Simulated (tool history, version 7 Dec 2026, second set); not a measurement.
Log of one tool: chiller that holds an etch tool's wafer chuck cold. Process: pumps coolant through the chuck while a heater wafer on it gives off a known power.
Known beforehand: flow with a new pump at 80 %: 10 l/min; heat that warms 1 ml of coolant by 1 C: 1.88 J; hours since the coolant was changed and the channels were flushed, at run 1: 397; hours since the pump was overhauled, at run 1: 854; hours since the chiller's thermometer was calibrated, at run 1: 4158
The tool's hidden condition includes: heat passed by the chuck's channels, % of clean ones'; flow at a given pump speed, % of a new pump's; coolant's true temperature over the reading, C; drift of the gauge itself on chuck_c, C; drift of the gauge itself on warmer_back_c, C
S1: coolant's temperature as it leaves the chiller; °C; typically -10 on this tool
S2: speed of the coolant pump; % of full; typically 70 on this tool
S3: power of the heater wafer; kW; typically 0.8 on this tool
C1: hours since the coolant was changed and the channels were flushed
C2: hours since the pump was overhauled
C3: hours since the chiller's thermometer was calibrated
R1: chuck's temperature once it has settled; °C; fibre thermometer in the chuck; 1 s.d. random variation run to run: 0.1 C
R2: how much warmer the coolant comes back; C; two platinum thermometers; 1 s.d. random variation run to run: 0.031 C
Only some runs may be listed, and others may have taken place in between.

run 1 hour=0 | S1=-10 S2=70 S3=0.8 | C1=397 C2=854 C3=4158 | R1=-0.8 R2=3.01
run 2 hour=19.7 | S1=-10 S2=70 S3=0.8 | C1=417 C2=873 C3=4177 | R1=-0.7 R2=3.04
run 3 hour=60 | S1=-10 S2=70 S3=0.8 | C1=457 C2=914 C3=4218 | R1=-0.7 R2=3.07
run 4 hour=87.9 | S1=-10 S2=70 S3=0.8 | C1=485 C2=942 C3=4245 | R1=-0.8 R2=3.02
run 5 hour=119.6 | S1=-10 S2=70 S3=0.403 | C1=516 C2=973 C3=4277 | R1=-5.1 R2=1.56
run 6 hour=146.2 | S1=-10 S2=70 S3=0.403 | C1=543 C2=1000 C3=4304 | R1=-5 R2=1.55
run 7 hour=187.3 | S1=-10 S2=69 S3=0.8 | C1=584 C2=1041 C3=4345 | R1=-0.7 R2=3.1
run 8 hour=211.2 | S1=-10 S2=69 S3=0.8 | C1=608 C2=1065 C3=4369 | R1=-0.7 R2=3.06
run 9 hour=242.2 | S1=-10 S2=70 S3=0.881 | C1=639 C2=1096 C3=4400 | R1=0.2 R2=3.43
run 10 hour=283.2 | S1=-10 S2=70 S3=0.881 | C1=680 C2=1137 C3=4441 | R1=0.3 R2=3.38
run 11 hour=325 | S1=-10 S2=70 S3=0.8 | C1=722 C2=1179 C3=4483 | R1=-0.5 R2=3.06
run 12 hour=353.5 | S1=-10 S2=70 S3=0.739 | C1=750 C2=1207 C3=4511 | R1=-1.3 R2=2.81
run 13 hour=389.9 | S1=-10 S2=98 S3=0.8 | C1=787 C2=1244 C3=4547 | R1=-2.2 R2=2.09
run 14 hour=431.3 | S1=-10 S2=98 S3=0.8 | C1=828 C2=1285 C3=4589 | R1=-2.2 R2=2.16
run 15 hour=471.7 | S1=-10 S2=98 S3=0.8 | C1=869 C2=1325 C3=4629 | R1=-2.2 R2=2.15
run 16 hour=502.6 | S1=-10 S2=98 S3=0.8 | C1=900 C2=1356 C3=4660 | R1=-2.1 R2=2.17
run 17 hour=544 | S1=-19 S2=61 S3=0.8 | C1=941 C2=1398 C3=4702 | R1=-8.7 R2=3.51
-- hour=562.7 chiller's thermometer calibrated
run 18 hour=575.7 | S1=-16 S2=69 S3=0.8 | C1=972 C2=1428 C3=13 | R1=-6.8 R2=3.11
run 19 hour=598.1 | S1=-17 S2=70 S3=0.937 | C1=994 C2=1451 C3=35 | R1=-6.4 R2=3.62
run 20 hour=626.2 | S1=-18 S2=98 S3=0.641 | C1=1022 C2=1479 C3=63 | R1=-11.9 R2=1.76
run 21 hour=655.1 | S1=-18 S2=98 S3=0.641 | C1=1051 C2=1508 C3=92 | R1=-12 R2=1.74
run 22 hour=688.6 | S1=-18 S2=94 S3=0.471 | C1=1084 C2=1541 C3=126 | R1=-13.6 R2=1.38
run 23 hour=712.9 | S1=-10 S2=77 S3=0.625 | C1=1109 C2=1566 C3=150 | R1=-3.3 R2=2.2
run 24 hour=741.4 | S1=-12 S2=77 S3=0.625 | C1=1137 C2=1594 C3=179 | R1=-5.3 R2=2.15
run 25 hour=785.2 | S1=-12 S2=77 S3=0.625 | C1=1181 C2=1638 C3=223 | R1=-5.3 R2=2.19
run 26 hour=824.9 | S1=-12 S2=77 S3=0.625 | C1=1221 C2=1678 C3=262 | R1=-5.3 R2=2.15
run 27 hour=847.5 | S1=-5 S2=77 S3=0.558 | C1=1243 C2=1700 C3=285 | R1=1.3 R2=1.94
run 28 hour=871.6 | S1=-6 S2=74 S3=0.8 | C1=1268 C2=1724 C3=309 | R1=3 R2=2.93
run 29 hour=902.9 | S1=-11 S2=74 S3=0.8 | C1=1299 C2=1756 C3=340 | R1=-2.2 R2=2.94
run 30 hour=937.5 | S1=-11 S2=74 S3=0.8 | C1=1333 C2=1790 C3=375 | R1=-2.2 R2=2.86
run 31 hour=963.7 | S1=-10 S2=73 S3=0.891 | C1=1360 C2=1816 C3=401 | R1=-0.1 R2=3.31

Forecast each of these 5 alternatives for the next run:
run A hour=988.4 | S1=-10 S2=90 S3=0.8 | C1=1384 C2=1841 C3=426 | R1=? R2=?
run B hour=988.4 | S1=-20 S2=76 S3=1.151 | C1=1384 C2=1841 C3=426 | R1=? R2=?
run C hour=988.4 | S1=-5 S2=63 S3=0.465 | C1=1384 C2=1841 C3=426 | R1=? R2=?
run D hour=988.4 | S1=-2 S2=85 S3=0.551 | C1=1384 C2=1841 C3=426 | R1=? R2=?
run E hour=988.4 | S1=-17 S2=73 S3=0.891 | C1=1384 C2=1841 C3=426 | R1=? R2=?

run=A R1=-2 R2=2.35
run=B R1=-7.2 R2=4.14
run=C R1=0.8 R2=2.02
run=D R1=3.8 R2=1.72
run=E R1=-7.1 R2=3.29
Take away the tool's hidden state, keep each run's random variation, and the runs would have read:
run=A R1=-2.6 R2=2.21
run=B R1=-8 R2=3.9
run=C R1=0.4 R2=1.9
run=D R1=3.4 R2=1.62
run=E R1=-7.8 R2=3.1

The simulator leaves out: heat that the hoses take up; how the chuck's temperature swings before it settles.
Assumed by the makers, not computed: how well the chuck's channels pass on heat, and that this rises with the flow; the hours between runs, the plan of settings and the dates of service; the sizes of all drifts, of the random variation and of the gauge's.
